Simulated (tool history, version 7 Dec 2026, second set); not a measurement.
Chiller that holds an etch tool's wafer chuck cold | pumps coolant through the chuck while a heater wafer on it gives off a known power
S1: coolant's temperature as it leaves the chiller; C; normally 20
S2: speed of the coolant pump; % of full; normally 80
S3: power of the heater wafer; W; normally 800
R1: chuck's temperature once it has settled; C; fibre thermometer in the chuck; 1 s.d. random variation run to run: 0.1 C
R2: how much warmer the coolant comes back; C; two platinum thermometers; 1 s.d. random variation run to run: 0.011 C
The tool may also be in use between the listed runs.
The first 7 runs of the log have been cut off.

run 8 day=17.954 | S1=20 S2=80 S3=645 | R1=24.2 R2=1.93
run 9 day=21.058 | S1=20 S2=80 S3=645 | R1=24.1 R2=1.95
run 10 day=23.946 | S1=20 S2=80 S3=645 | R1=24.2 R2=1.95
run 11 day=26.096 | S1=20 S2=80 S3=800 | R1=25.3 R2=2.42
run 12 day=28.804 | S1=20 S2=80 S3=565 | R1=23.6 R2=1.71
run 13 day=32.162 | S1=17 S2=80 S3=800 | R1=22.1 R2=2.43
run 14 day=34.183 | S1=20 S2=80 S3=800 | R1=25.3 R2=2.43
-- day=35.933 chiller's thermometer calibrated
run 15 day=36.254 | S1=20 S2=80 S3=800 | R1=25.4 R2=2.43
run 16 day=38.896 | S1=20 S2=80 S3=800 | R1=25.3 R2=2.43
run 17 day=40.442 | S1=14 S2=81 S3=431 | R1=16.8 R2=1.28
run 18 day=43.246 | S1=14 S2=81 S3=431 | R1=16.9 R2=1.29
run 19 day=46.017 | S1=23 S2=78 S3=433 | R1=26.0 R2=1.36
run 20 day=47.650 | S1=14 S2=90 S3=559 | R1=17.5 R2=1.48
run 21 day=50.792 | S1=14 S2=90 S3=559 | R1=17.5 R2=1.48
run 22 day=53.596 | S1=16 S2=69 S3=440 | R1=19.3 R2=1.60
run 23 day=54.962 | S1=19 S2=80 S3=468 | R1=22.2 R2=1.43
run 24 day=57.608 | S1=19 S2=80 S3=468 | R1=22.1 R2=1.43
run 25 day=59.142 | S1=13 S2=80 S3=800 | R1=18.5 R2=2.45

What does the tool deliver on the next run?
run 26 day=62.312 | S1=13 S2=80 S3=800 | R1=? R2=?

{"run 26": {"R1": 18.4, "R2": 2.43}}
Minus the tool's unlogged condition, the same run would have read R1 18.0 C, R2 2.37 C.
